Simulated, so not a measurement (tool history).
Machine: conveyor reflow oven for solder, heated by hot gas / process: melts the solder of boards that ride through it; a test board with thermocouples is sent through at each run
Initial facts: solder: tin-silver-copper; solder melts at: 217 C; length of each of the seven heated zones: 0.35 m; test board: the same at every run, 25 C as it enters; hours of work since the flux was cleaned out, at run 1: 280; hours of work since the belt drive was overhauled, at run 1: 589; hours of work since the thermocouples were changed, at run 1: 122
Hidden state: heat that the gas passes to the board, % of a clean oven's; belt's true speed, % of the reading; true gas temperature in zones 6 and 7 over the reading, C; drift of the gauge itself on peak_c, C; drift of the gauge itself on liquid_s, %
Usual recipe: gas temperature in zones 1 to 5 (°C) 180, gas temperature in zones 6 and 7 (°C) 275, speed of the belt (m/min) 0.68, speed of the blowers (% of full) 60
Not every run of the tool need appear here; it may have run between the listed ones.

| run | hour | gas temperature in zones 1 to 5 (°C) | gas temperature in zones 6 and 7 (°C) | speed of the belt (m/min) | speed of the blowers (% of full) | hours of work since the flux was cleaned out | hours of work since the belt drive was overhauled | hours of work since the thermocouples were changed | highest temperature of the board (°C) | time above the solder's melting point (s) |
|---|---|---|---|---|---|---|---|---|---|---|
| 1 | 0 | 180 | 275 | 0.68 | 60 | 280 | 589 | 122 | 258.2 | 51.4 |
| 2 | 15.8 | 180 | 275 | 0.68 | 70 | 291 | 599 | 133 | 260.8 | 52.9 |
| 3 | 34.5 | 180 | 275 | 0.68 | 70 | 304 | 612 | 146 | 260.6 | 53.2 |
| 4 | 52.4 | 180 | 275 | 0.68 | 70 | 316 | 625 | 158 | 260.9 | 53 |
| 5 | 75.5 | 180 | 275 | 0.68 | 70 | 332 | 641 | 174 | 261.1 | 53.3 |
| 6 | 98 | 180 | 275 | 0.68 | 70 | 348 | 656 | 190 | 260.6 | 53.3 |
| 7 | 118 | 180 | 275 | 0.68 | 70 | 361 | 670 | 204 | 260.7 | 53.4 |
| 8 | 142.2 | 180 | 275 | 0.68 | 87 | 378 | 687 | 220 | 264.2 | 55.1 |
| 9 | 158.5 | 180 | 275 | 0.798 | 87 | 389 | 698 | 231 | 259.4 | 44.3 |
| 10 | 183.8 | 180 | 275 | 0.798 | 87 | 407 | 715 | 249 | 259.1 | 44.4 |
| 11 | 203.9 | 182 | 275 | 0.68 | 60 | 421 | 729 | 263 | 258.5 | 52.7 |
| 12 | 218.8 | 182 | 275 | 0.68 | 60 | 431 | 740 | 273 | 258.7 | 52.5 |
|  | 228.4 | flux residue cleaned out of gas plates and filters |
| 13 | 242.8 | 182 | 275 | 0.68 | 60 | 10 | 753 | 286 | 260.3 | 53.8 |
| 14 | 257 | 180 | 275 | 0.68 | 59 | 20 | 763 | 296 | 259.5 | 52.7 |
| 15 | 268.7 | 180 | 275 | 0.68 | 59 | 28 | 771 | 304 | 259.6 | 52.7 |
| 16 | 294.9 | 180 | 275 | 0.68 | 59 | 46 | 789 | 322 | 259.2 | 52.6 |
| 17 | 316.9 | 180 | 275 | 0.68 | 74 | 61 | 804 | 337 | 264 | 54.6 |
| 18 | 331.6 | 166 | 275 | 0.596 | 74 | 71 | 814 | 348 | 265.3 | 60 |
| 19 | 345 | 186 | 266 | 0.553 | 85 | 80 | 823 | 357 | 261.9 | 69.9 |
| 20 | 357.7 | 174 | 275 | 0.572 | 60 | 89 | 832 | 366 | 264.4 | 64.1 |
|  | 363.4 | belt drive overhauled, speed set with a stopwatch |
| 21 | 381.5 | 180 | 267 | 0.68 | 60 | 103 | 13 | 379 | 252.7 | 49.6 |
| 22 | 401.4 | 180 | 267 | 0.68 | 60 | 117 | 26 | 393 | 253.4 | 49.9 |
| 23 | 417.6 | 180 | 267 | 0.68 | 60 | 128 | 37 | 404 | 253.3 | 49.7 |
| 24 | 429.4 | 180 | 267 | 0.68 | 60 | 136 | 46 | 412 | 253.3 | 49.8 |
|  | 441.1 | belt drive overhauled, speed set with a stopwatch, once more |
| 25 | 461.3 | 173 | 279 | 0.559 | 75 | 155 | 14 | 432 | 270.8 | 67 |
| 26 | 486.5 | 194 | 284 | 0.559 | 73 | 173 | 31 | 449 | 277.5 | 75.9 |
| 27 | 502.5 | 169 | 284 | 0.809 | 86 | 184 | 42 | 460 | 265.8 | 43.3 |
| 28 | 526 | 171 | 268 | 0.633 | 53 | 200 | 59 | 476 | 251.6 | 47.9 |
| 29 | 553 | 169 | 283 | 0.648 | 69 | 219 | 77 | 495 | 268.4 | 55.6 |
| 30 | 576 | 169 | 283 | 0.648 | 69 | 234 | 93 | 511 | 268.7 | 55.6 |
| 31 | 593.8 | 180 | 266 | 0.68 | 52 | 247 | 105 | 523 | 248.6 | 45 |

A few steps of highest temperature of the board (°C) between consecutive runs. Split each: what settings, incoming material and random variation would produce without the hidden state, and what is left over for the hidden state, along with gauge scatter present in only one of the two compared results (measured, and without hidden state):
Run 10 -> 11: gas temperature in zones 1 to 5 (°C) 180 -> 182, speed of the belt (m/min) 0.798 -> 0.68, speed of the blowers (% of full) 87 -> 60. highest temperature of the board (°C) -0.6: hidden state +0.7, all else -1.3.
Run 12 -> 13: flux residue cleaned out of gas plates and filters. highest temperature of the board (°C) +1.6: hidden state +1.9, all else -0.3.
Run 24 -> 25: gas temperature in zones 1 to 5 (°C) 180 -> 173, gas temperature in zones 6 and 7 (°C) 267 -> 279, speed of the belt (m/min) 0.68 -> 0.559, speed of the blowers (% of full) 60 -> 75, belt drive overhauled, speed set with a stopwatch, once more. highest temperature of the board (°C) +17.5: hidden state -0.7, all else +18.2.
Run 26 -> 27: gas temperature in zones 1 to 5 (°C) 194 -> 169, speed of the belt (m/min) 0.559 -> 0.809, speed of the blowers (% of full) 73 -> 86. highest temperature of the board (°C) -11.7: hidden state -0.8, all else -10.9.
Run 28 -> 29: gas temperature in zones 1 to 5 (°C) 171 -> 169, gas temperature in zones 6 and 7 (°C) 268 -> 283, speed of the belt (m/min) 0.633 -> 0.648, speed of the blowers (% of full) 53 -> 69. highest temperature of the board (°C) +16.8: hidden state -0.1, all else +16.9.
Run 30 -> 31: gas temperature in zones 1 to 5 (°C) 169 -> 180, gas temperature in zones 6 and 7 (°C) 283 -> 266, speed of the belt (m/min) 0.648 -> 0.68, speed of the blowers (% of full) 69 -> 52. highest temperature of the board (°C) -20.1: hidden state +0.1, all else -20.2.
